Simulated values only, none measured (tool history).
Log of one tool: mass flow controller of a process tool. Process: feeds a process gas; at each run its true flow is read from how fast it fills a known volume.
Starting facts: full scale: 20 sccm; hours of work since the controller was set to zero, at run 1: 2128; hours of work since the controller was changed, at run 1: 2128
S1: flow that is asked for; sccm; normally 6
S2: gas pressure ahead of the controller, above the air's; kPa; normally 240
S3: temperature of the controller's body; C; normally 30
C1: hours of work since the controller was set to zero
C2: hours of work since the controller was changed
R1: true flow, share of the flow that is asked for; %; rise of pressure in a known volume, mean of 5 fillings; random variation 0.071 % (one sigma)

Run 1, hour 0.0: usual settings; C1 2128; C2 2128. Result: R1 99.59 %.
Run 2, hour 186.4: usual settings but S1 12 sccm; C1 2185; C2 2185. Result: R1 99.68 %.
Run 3, hour 478.7: usual settings but S1 12 sccm; C1 2274; C2 2274. Result: R1 99.67 %.
Run 4, hour 778.3: usual settings but S1 12 sccm, S2 147 kPa; C1 2365; C2 2365. Result: R1 99.09 %.
Run 5, hour 1166.5: usual settings but S1 12 sccm, S2 147 kPa; C1 2483; C2 2483. Result: R1 99.08 %.
Run 6, hour 1337.7: usual settings but S3 37 C; C1 2535; C2 2535. Result: R1 99.06 %.
Run 7, hour 1717.9: usual settings but S3 27 C; C1 2651; C2 2651. Result: R1 99.55 %.
Run 8, hour 2048.1: usual settings but S3 34 C; C1 2751; C2 2751. Result: R1 99.10 %.
Run 9, hour 2308.8: usual settings but S3 34 C; C1 2831; C2 2831. Result: R1 98.98 %.
Run 10, hour 2556.8: usual settings; C1 2906; C2 2906. Result: R1 99.16 %.
Run 11, hour 2751.1: usual settings; C1 2965; C2 2965. Result: R1 99.14 %.
Run 12, hour 2940.6: usual settings; C1 3023; C2 3023. Result: R1 99.11 %.
Run 13, hour 3302.6: usual settings; C1 3133; C2 3133. Result: R1 99.04 %.
Run 14, hour 3566.2: usual settings; C1 3213; C2 3213. Result: R1 99.01 %.
Run 15, hour 3897.0: usual settings; C1 3314; C2 3314. Result: R1 99.14 %.
Run 16, hour 4159.1: usual settings but S1 11 sccm; C1 3394; C2 3394. Result: R1 99.16 %.
Run 17, hour 4541.1: usual settings; C1 3510; C2 3510. Result: R1 98.89 %.
Run 18, hour 4801.7: usual settings; C1 3589; C2 3589. Result: R1 98.93 %.
Run 19, hour 5060.7: usual settings; C1 3668; C2 3668. Result: R1 98.86 %.
Run 20, hour 5361.9: usual settings but S1 4 sccm; C1 3760; C2 3760. Result: R1 98.73 %.
Run 21, hour 5551.5: usual settings but S2 245 kPa; C1 3817; C2 3817. Result: R1 98.84 %.
Run 22, hour 5744.1: usual settings; C1 3876; C2 3876. Result: R1 98.82 %.
Run 23, hour 5922.5: usual settings; C1 3930; C2 3930. Result: R1 98.66 %.
Run 24, hour 6216.9: usual settings; C1 4020; C2 4020. Result: R1 98.59 %.
Run 25, hour 6524.2: usual settings but S1 3 sccm, S2 172 kPa, S3 21 C; C1 4113; C2 4113. Result: R1 98.64 %.
Run 26, hour 6944.8: usual settings but S2 172 kPa, S3 23 C; C1 4241; C2 4241. Result: R1 98.49 %.
Run 27, hour 7125.3: usual settings but S2 172 kPa, S3 23 C; C1 4296; C2 4296. Result: R1 98.58 %.
Run 28, hour 7303.1: usual settings but S1 9 sccm, S2 166 kPa, S3 23 C; C1 4350; C2 4350. Result: R1 98.68 %.
Run 29, hour 7543.9: usual settings but S1 9 sccm, S2 175 kPa; C1 4424; C2 4424. Result: R1 98.42 %.
Run 30, hour 7747.3: usual settings but S1 9 sccm, S2 175 kPa; C1 4486; C2 4486. Result: R1 98.38 %.
Run 31, hour 8164.2: usual settings but S2 236 kPa, S3 22 C; C1 4612; C2 4612. Result: R1 98.88 %.
Run 32, hour 8580.1: usual settings but S1 9 sccm, S2 216 kPa; C1 4739; C2 4739. Result: R1 98.40 %.
Run 33, hour 8880.4: usual settings but S1 9 sccm, S2 219 kPa; C1 4830; C2 4830. Result: R1 98.29 %.
Run 34, hour 9263.0: usual settings but S1 20 sccm, S2 263 kPa; C1 4947; C2 4947. Result: R1 98.93 %.
At hour 9426.7: controller's zero set anew.
Run 35, hour 9457.9: usual settings but S1 20 sccm, S2 263 kPa; C1 9; C2 5006. Result: R1 98.97 %.
Run 36, hour 9652.1: usual settings but S1 5 sccm, S2 204 kPa, S3 28 C; C1 69; C2 5065. Result: R1 98.25 %.
Run 37, hour 9878.1: usual settings but S1 5 sccm, S2 204 kPa, S3 36 C; C1 137; C2 5134. Result: R1 97.94 %.
Run 38, hour 10190.9: usual settings but S1 5 sccm, S2 227 kPa, S3 31 C; C1 233; C2 5229. Result: R1 98.00 %.
Run 39, hour 10565.3: usual settings but S1 5 sccm, S2 182 kPa, S3 40 C; C1 346; C2 5343. Result: R1 97.49 %.
Run 40, hour 10928.4: usual settings but S1 5 sccm, S2 182 kPa, S3 40 C; C1 457; C2 5454. Result: R1 97.46 %.
Run 41, hour 11120.4: usual settings but S1 5 sccm, S2 182 kPa, S3 40 C; C1 515; C2 5512. Result: R1 97.43 %.
Run 42, hour 11425.5: usual settings but S1 5 sccm, S2 182 kPa, S3 40 C; C1 608; C2 5605. Result: R1 97.35 %.
Run 43, hour 11602.8: usual settings but S1 5 sccm, S2 182 kPa, S3 40 C; C1 662; C2 5659. Result: R1 97.32 %.
At hour 11782.5: gauge calibrated.
Run 44, hour 11928.9: usual settings but S1 5 sccm, S2 182 kPa, S3 40 C; C1 761; C2 5758. Result: R1 98.83 %.
Run 45, hour 12122.7: usual settings but S2 260 kPa, S3 27 C; C1 820; C2 5817. Result: R1 99.64 %.
Run 46, hour 12421.4: usual settings but S2 260 kPa, S3 27 C; C1 911; C2 5908. Result: R1 99.69 %.
Run 47, hour 12699.7: usual settings but S3 26 C; C1 996; C2 5993. Result: R1 99.54 %.
Run 48, hour 13092.4: usual settings but S3 26 C; C1 1116; C2 6112. Result: R1 99.49 %.

Each row is a separate what-if for the run after 48, all from the same tool condition, not one after another. Results?
Run A, hour 13297.8: usual settings but S1 5 sccm, S3 26 C; C1 1178; C2 6175. Result: R1 ?.
Run B, hour 13297.8: usual settings but S1 10 sccm, S2 222 kPa, S3 22 C; C1 1178; C2 6175. Result: R1 ?.
Run C, hour 13297.8: usual settings but S1 8 sccm, S3 25 C; C1 1178; C2 6175. Result: R1 ?.
Run D, hour 13297.8: usual settings but S2 182 kPa, S3 24 C; C1 1178; C2 6175. Result: R1 ?.

run     R1
  A  99.34
  B  99.72
  C  99.66
  D  99.27
The same runs, with their run-to-run variation unchanged, on a tool lacking any hidden condition would have given:
run     R1
  A  99.53
  B  99.91
  C  99.84
  D  99.45

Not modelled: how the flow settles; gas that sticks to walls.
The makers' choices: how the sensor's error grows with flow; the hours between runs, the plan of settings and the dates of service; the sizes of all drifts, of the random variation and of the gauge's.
